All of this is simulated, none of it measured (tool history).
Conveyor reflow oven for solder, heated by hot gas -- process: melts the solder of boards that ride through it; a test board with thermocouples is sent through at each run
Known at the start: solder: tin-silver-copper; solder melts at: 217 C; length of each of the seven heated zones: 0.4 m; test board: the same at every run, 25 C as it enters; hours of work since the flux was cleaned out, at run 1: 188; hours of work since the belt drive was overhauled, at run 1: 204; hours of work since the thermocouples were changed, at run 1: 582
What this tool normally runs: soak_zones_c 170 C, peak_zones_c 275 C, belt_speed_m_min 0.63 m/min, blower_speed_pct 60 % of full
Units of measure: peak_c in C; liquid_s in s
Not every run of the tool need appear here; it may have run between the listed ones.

| run | hour | soak_zones_c | peak_zones_c | belt_speed_m_min | blower_speed_pct | hours of work since the flux was cleaned out | hours of work since the belt drive was overhauled | hours of work since the thermocouples were changed | peak_c | liquid_s |
|---|---|---|---|---|---|---|---|---|---|---|
| 1 | 0 | 170 | 275 | 0.63 | 60 | 188 | 204 | 582 | 252.2 | 54.3 |
| 2 | 8.5 | 170 | 275 | 0.63 | 60 | 193 | 209 | 587 | 252.5 | 54.4 |
| 3 | 20.4 | 170 | 275 | 0.654 | 60 | 201 | 216 | 594 | 251.5 | 50.8 |
| 4 | 28.7 | 170 | 275 | 0.654 | 60 | 206 | 222 | 599 | 250.9 | 51.3 |
| 5 | 39.9 | 170 | 275 | 0.63 | 60 | 213 | 229 | 606 | 252.2 | 55 |
| 6 | 48.4 | 170 | 275 | 0.63 | 61 | 218 | 234 | 612 | 252.5 | 54.4 |
| 7 | 54.4 | 170 | 275 | 0.63 | 61 | 222 | 238 | 616 | 252.8 | 54.8 |
| 8 | 63.2 | 170 | 275 | 0.63 | 60 | 228 | 243 | 621 | 252.9 | 55.2 |
| 9 | 71.5 | 170 | 287 | 0.63 | 60 | 233 | 248 | 626 | 262.6 | 60.9 |
| 10 | 82.5 | 170 | 287 | 0.63 | 60 | 240 | 255 | 633 | 261.6 | 61.6 |
| 11 | 88.2 | 180 | 275 | 0.63 | 60 | 243 | 259 | 637 | 254.1 | 59.4 |
| 12 | 93.9 | 180 | 275 | 0.63 | 60 | 247 | 262 | 640 | 254.8 | 59.4 |
| 13 | 107.7 | 170 | 275 | 0.53 | 60 | 255 | 271 | 649 | 258.7 | 71.6 |
| 14 | 113.6 | 170 | 275 | 0.681 | 60 | 259 | 275 | 653 | 248.5 | 46.8 |
| 15 | 123.4 | 167 | 275 | 0.63 | 60 | 265 | 281 | 659 | 251.6 | 52.5 |
| 16 | 129.2 | 170 | 272 | 0.63 | 60 | 269 | 284 | 662 | 249.3 | 52.2 |
|  | 143.5 | flux residue cleaned out of gas plates and filters |
| 17 | 145.9 | 170 | 272 | 0.63 | 60 | 1 | 292 | 670 | 251.4 | 53.2 |
| 18 | 152.4 | 162 | 278 | 0.724 | 69 | 6 | 296 | 674 | 250.3 | 43.8 |
| 19 | 158.2 | 183 | 275 | 0.6 | 60 | 9 | 299 | 677 | 258.1 | 67.7 |
| 20 | 170.2 | 183 | 275 | 0.528 | 85 | 17 | 307 | 685 | 265.7 | 82.8 |
| 21 | 181 | 170 | 275 | 0.668 | 55 | 23 | 314 | 692 | 249.8 | 48.7 |
| 22 | 190.6 | 167 | 277 | 0.63 | 60 | 29 | 320 | 698 | 254.3 | 55.3 |
| 23 | 201.5 | 167 | 277 | 0.63 | 60 | 36 | 326 | 704 | 254.4 | 54.8 |
| 24 | 211.2 | 167 | 277 | 0.544 | 60 | 42 | 333 | 711 | 260.1 | 69.3 |
| 25 | 225.2 | 167 | 277 | 0.544 | 60 | 51 | 341 | 719 | 259.9 | 69.7 |
| 26 | 238.4 | 170 | 275 | 0.613 | 62 | 59 | 350 | 728 | 255.4 | 58.7 |
| 27 | 246.3 | 173 | 282 | 0.63 | 60 | 64 | 355 | 733 | 260.2 | 61.8 |
| 28 | 256 | 172 | 275 | 0.735 | 56 | 70 | 361 | 739 | 246 | 41.1 |
| 29 | 267.8 | 182 | 272 | 0.633 | 64 | 78 | 368 | 746 | 254.4 | 60.5 |
| 30 | 273.7 | 159 | 288 | 0.633 | 64 | 81 | 372 | 750 | 262.9 | 59.4 |
| 31 | 286.5 | 159 | 274 | 0.757 | 55 | 89 | 380 | 758 | 239.7 | 30.3 |
| 32 | 295.6 | 170 | 279 | 0.506 | 67 | 95 | 385 | 763 | 265.9 | 80.5 |

How would selected steps in peak_c from run to run divide? Give the signed amount a tool lacking its hidden state would still show from settings, what came in and random variation, and the signed amount left for the hidden state, including any gauge scatter that is not in both of the compared results.
Hidden conditions of the tool in this case: heat that the gas passes to the board, % of a clean oven's; belt's true speed, % of the reading; true gas temperature in zones 6 and 7 over the reading, C; drift of the gauge itself on peak_c, C; drift of the gauge itself on liquid_s, %.
Run 13 -> 14: belt_speed_m_min 0.53 -> 0.681. peak_c -10.2 C: hidden state -0.5, all else -9.7.
Run 16 -> 17: flux residue cleaned out of gas plates and filters. peak_c +2.1 C: hidden state +1.5, all else +0.6.
Run 20 -> 21: soak_zones_c 183 -> 170, belt_speed_m_min 0.528 -> 0.668, blower_speed_pct 85 -> 55. peak_c -15.9 C: hidden state -0.1, all else -15.8.
Run 30 -> 31: peak_zones_c 288 -> 274, belt_speed_m_min 0.633 -> 0.757, blower_speed_pct 64 -> 55. peak_c -23.2 C: hidden state -0.2, all else -23.
Run 31 -> 32: soak_zones_c 159 -> 170, peak_zones_c 274 -> 279, belt_speed_m_min 0.757 -> 0.506, blower_speed_pct 55 -> 67. peak_c +26.2 C: hidden state +0.5, all else +25.7.

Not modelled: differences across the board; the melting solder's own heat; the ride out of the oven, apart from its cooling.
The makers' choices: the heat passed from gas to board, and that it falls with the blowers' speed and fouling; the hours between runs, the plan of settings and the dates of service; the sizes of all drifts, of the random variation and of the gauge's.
